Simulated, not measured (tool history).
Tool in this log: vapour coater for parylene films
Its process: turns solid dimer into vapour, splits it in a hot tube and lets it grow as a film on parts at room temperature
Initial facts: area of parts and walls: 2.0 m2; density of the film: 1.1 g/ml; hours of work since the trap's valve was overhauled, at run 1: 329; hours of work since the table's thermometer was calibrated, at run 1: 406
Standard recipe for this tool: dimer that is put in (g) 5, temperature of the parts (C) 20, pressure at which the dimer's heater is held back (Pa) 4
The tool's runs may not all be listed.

run    hour  dimer that is put in (g)  temperature of the parts (C)  pressure at which the dimer's heater is held back (Pa)  hours of work since the trap's valve was overhauled  hours of work since the table's thermometer was calibrated  thickness of the film (µm)
  1       0                         5                            20                                                       4                                                  329                                                         406                       1.353
       11.1  -- trap's valve overhauled
  2    36.7                         5                            20                                                       4                                                   12                                                         421                       1.353
  3    67.9                         5                            30                                                       4                                                   27                                                         436                       0.885
  4    96.4                         5                            31                                                       4                                                   41                                                         450                       0.844
  5   118.7                         3                            31                                                       4                                                   51                                                         460                       0.509
  6   141.2                         3                            31                                                       4                                                   62                                                         471                        0.51
  7   160.7                         3                            31                                                       4                                                   71                                                         480                       0.503
  8   177.3                         3                            31                                                       4                                                   79                                                         488                       0.507
  9   193.9                         3                            31                                                       4                                                   87                                                         496                       0.505
 10   213.2                         3                            31                                                       4                                                   96                                                         506                       0.509
 11   235.6                         3                            31                                                       4                                                  107                                                         516                       0.508
 12   251.2                         3                            31                                                       4                                                  114                                                         524                       0.501
 13   286.2                         5                            25                                                       4                                                  131                                                         540                       1.084
 14   302.2                         5                            25                                                       4                                                  139                                                         548                       1.091
 15   319.7                         5                            25                                                       4                                                  147                                                         556                       1.083
 16     336                         5                            25                                                       4                                                  155                                                         564                        1.08
 17   372.8                         6                            20                                                       4                                                  172                                                         582                        1.61
 18   403.4                         6                            20                                                       4                                                  187                                                         596                       1.594
 19     425                         5                            20                                                       4                                                  197                                                         606                       1.339
 20   453.8                         5                            20                                                       4                                                  211                                                         620                       1.326
 21   486.7                         5                            20                                                       4                                                  227                                                         636                        1.33
 22   521.4                         5                            20                                                       4                                                  243                                                         652                        1.33
      542.3  -- gauge calibrated
 23   546.4                         3                            20                                                       4                                                  255                                                         664                       0.815
 24   576.8                         7                            20                                                    5.45                                                  270                                                         679                       1.792
 25   607.5                         7                            20                                                    5.45                                                  284                                                         693                       1.802
 26   635.6                         7                            20                                                    5.45                                                  298                                                         707                       1.791
 27   652.8                         7                            20                                                    4.54                                                  306                                                         715                       1.854
 28     671                         7                            20                                                    4.54                                                  315                                                         724                       1.841
 29   705.8                         7                            20                                                    4.54                                                  331                                                         740                       1.843
      711.4  -- trap's valve overhauled
 30   743.3                         7                            12                                                    3.09                                                   15                                                         756                       2.769
 31     768                         7                            16                                                    6.56                                                   27                                                         768                       2.061
 32   800.1                         4                            21                                                    3.17                                                   42                                                         783                       1.069
 33   835.5                         8                            27                                                    3.17                                                   59                                                         800                        1.65
 34   867.8                         8                            27                                                    3.17                                                   75                                                         816                       1.652
 35   891.2                         8                            27                                                    3.17                                                   86                                                         827                       1.662
 36   909.8                         3                            18                                                    3.17                                                   95                                                         836                       0.906
 37   933.6                         3                            18                                                    3.17                                                  106                                                         847                       0.912
 38   950.8                         3                            18                                                    3.17                                                  114                                                         855                       0.911
 39   983.5                         3                            18                                                    2.29                                                  130                                                         871                        0.96
 40  1001.1                         3                            22                                                   10.18                                                  138                                                         879                       0.629
 41    1033                         3                            22                                                   10.18                                                  153                                                         894                       0.624
     1052.4  -- gauge calibrated
 42  1054.1                         3                            22                                                   10.18                                                  163                                                         904                       0.632
 43  1085.9                         3                            22                                                   10.18                                                  178                                                         920                       0.635
 44    1123                         3                            14                                                    7.95                                                  196                                                         937                       0.931
 45  1144.4                         2                            15                                                    8.35                                                  206                                                         947                       0.603
 46    1169                         5                            15                                                       4                                                  218                                                         959                       1.671

Hidden state at the last listed run before each entry between runs and at the first one after, where it differs:
Run 1 -> run 2: trap's valve overhauled (hour 11.1)
  vapour lost through the trap's worn valve, %: 0.2 -> 0; drift of the gauge itself on film_um, %: 0 -> -0.1
  measured value less the no-hidden-state value, thickness of the film (µm): -0.002 -> -0.001
Run 22 -> run 23: gauge calibrated (hour 542.3)
  true temperature of the parts over the reading, C: 0 -> -0.01; drift of the gauge itself on film_um, %: -1.66 -> -0.01
  measured value less the no-hidden-state value, thickness of the film (µm): -0.023 -> -0.001
Run 29 -> run 30: trap's valve overhauled (hour 711.4)
  vapour lost through the trap's worn valve, %: 0.2 -> 0; drift of the gauge itself on film_um, %: -0.52 -> -0.63
  measured value less the no-hidden-state value, thickness of the film (µm): -0.012 -> -0.017
Run 41 -> run 42: gauge calibrated (hour 1052.4)
  drift of the gauge itself on film_um, %: -1.56 -> -0.01
  measured value less the no-hidden-state value, thickness of the film (µm): -0.01 -> +0
